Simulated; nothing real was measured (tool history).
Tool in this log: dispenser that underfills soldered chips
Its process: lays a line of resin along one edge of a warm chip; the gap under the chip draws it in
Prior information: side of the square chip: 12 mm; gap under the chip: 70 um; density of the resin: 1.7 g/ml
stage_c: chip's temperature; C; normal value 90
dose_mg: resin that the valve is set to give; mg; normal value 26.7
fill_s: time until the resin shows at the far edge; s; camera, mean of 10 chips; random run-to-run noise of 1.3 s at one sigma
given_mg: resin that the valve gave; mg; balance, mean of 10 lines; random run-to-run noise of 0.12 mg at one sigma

{"run": 1, "hour": 0.0, "stage_c": 90, "dose_mg": 26.7, "fill_s": 150.3, "given_mg": 26.09}
{"run": 2, "hour": 9.7, "stage_c": 90, "dose_mg": 23.3, "fill_s": 259.4, "given_mg": 22.85}
{"hour": 16.8, "done": "new syringe of resin"}
{"run": 3, "hour": 22.7, "stage_c": 90, "dose_mg": 23.3, "fill_s": 186.1, "given_mg": 22.8}
{"run": 4, "hour": 34.6, "stage_c": 90, "dose_mg": 23.3, "fill_s": 349.1, "given_mg": 22.71}
{"hour": 36.8, "done": "new syringe of resin"}
{"run": 5, "hour": 47.5, "stage_c": 90, "dose_mg": 23.3, "fill_s": 241.6, "given_mg": 22.53}
{"hour": 56.0, "done": "new syringe of resin"}
{"run": 6, "hour": 56.0, "stage_c": 87, "dose_mg": 23.3, "fill_s": 149.1, "given_mg": 22.6}
{"run": 7, "hour": 68.4, "stage_c": 101, "dose_mg": 26.7, "fill_s": 178.4, "given_mg": 25.77}
{"hour": 75.9, "done": "new syringe of resin"}
{"run": 8, "hour": 76.4, "stage_c": 90, "dose_mg": 27.5, "fill_s": 135.3, "given_mg": 26.41}
{"run": 9, "hour": 90.2, "stage_c": 90, "dose_mg": 27.5, "fill_s": 279.6, "given_mg": 26.38}
{"hour": 95.0, "done": "new syringe of resin"}
{"hour": 100.5, "done": "dispensing valve cleaned and set on the balance"}
{"run": 10, "hour": 101.3, "stage_c": 90, "dose_mg": 27.5, "fill_s": 173.7, "given_mg": 27.48}
{"run": 11, "hour": 110.5, "stage_c": 87, "dose_mg": 26.7, "fill_s": 316.2, "given_mg": 26.58}
{"hour": 115.4, "done": "new syringe of resin"}
{"run": 12, "hour": 120.3, "stage_c": 96, "dose_mg": 26.7, "fill_s": 141.2, "given_mg": 26.5}
{"run": 13, "hour": 132.6, "stage_c": 83, "dose_mg": 26.7, "fill_s": 417.2, "given_mg": 26.72}
{"hour": 135.3, "done": "new syringe of resin"}
{"run": 14, "hour": 139.5, "stage_c": 83, "dose_mg": 26.7, "fill_s": 210.3, "given_mg": 26.24}
{"run": 15, "hour": 145.9, "stage_c": 83, "dose_mg": 26.7, "fill_s": 295.0, "given_mg": 26.43}
{"run": 16, "hour": 152.4, "stage_c": 83, "dose_mg": 30.3, "fill_s": 412.6, "given_mg": 29.84}
{"hour": 155.0, "done": "new syringe of resin"}
{"run": 17, "hour": 160.2, "stage_c": 79, "dose_mg": 33.3, "fill_s": 246.7, "given_mg": 32.83}
{"run": 18, "hour": 170.9, "stage_c": 79, "dose_mg": 33.3, "fill_s": 437.0, "given_mg": 32.71}
{"hour": 174.7, "done": "new syringe of resin"}
{"run": 19, "hour": 183.1, "stage_c": 77, "dose_mg": 26.6, "fill_s": 329.2, "given_mg": 25.73}
{"run": 20, "hour": 192.1, "stage_c": 102, "dose_mg": 26.6, "fill_s": 226.3, "given_mg": 25.9}
{"hour": 194.2, "done": "new syringe of resin"}
{"run": 21, "hour": 206.5, "stage_c": 102, "dose_mg": 26.6, "fill_s": 175.9, "given_mg": 25.7}
{"hour": 213.7, "done": "new syringe of resin"}
{"run": 22, "hour": 215.5, "stage_c": 91, "dose_mg": 32.2, "fill_s": 137.7, "given_mg": 31.0}

What if the next run were any one of these 4? Each begins from the tool's condition after run 22:
{"run": "A", "hour": 224.2, "stage_c": 90, "dose_mg": 31.0, "fill_s": "?", "given_mg": "?"}
{"run": "B", "hour": 224.2, "stage_c": 76, "dose_mg": 27.4, "fill_s": "?", "given_mg": "?"}
{"run": "C", "hour": 224.2, "stage_c": 91, "dose_mg": 34.1, "fill_s": "?", "given_mg": "?"}
{"run": "D", "hour": 224.2, "stage_c": 102, "dose_mg": 26.2, "fill_s": "?", "given_mg": "?"}

run=A fill_s=226.6 given_mg=29.70
run=B fill_s=366.3 given_mg=26.32
run=C fill_s=220.4 given_mg=32.56
run=D fill_s=161.1 given_mg=25.00
Take away the tool's hidden state, keep each run's random variation, and the runs would have read:
run=A fill_s=126.0 given_mg=31.01
run=B fill_s=202.5 given_mg=27.48
run=C fill_s=122.6 given_mg=33.99
run=D fill_s=89.7 given_mg=26.10

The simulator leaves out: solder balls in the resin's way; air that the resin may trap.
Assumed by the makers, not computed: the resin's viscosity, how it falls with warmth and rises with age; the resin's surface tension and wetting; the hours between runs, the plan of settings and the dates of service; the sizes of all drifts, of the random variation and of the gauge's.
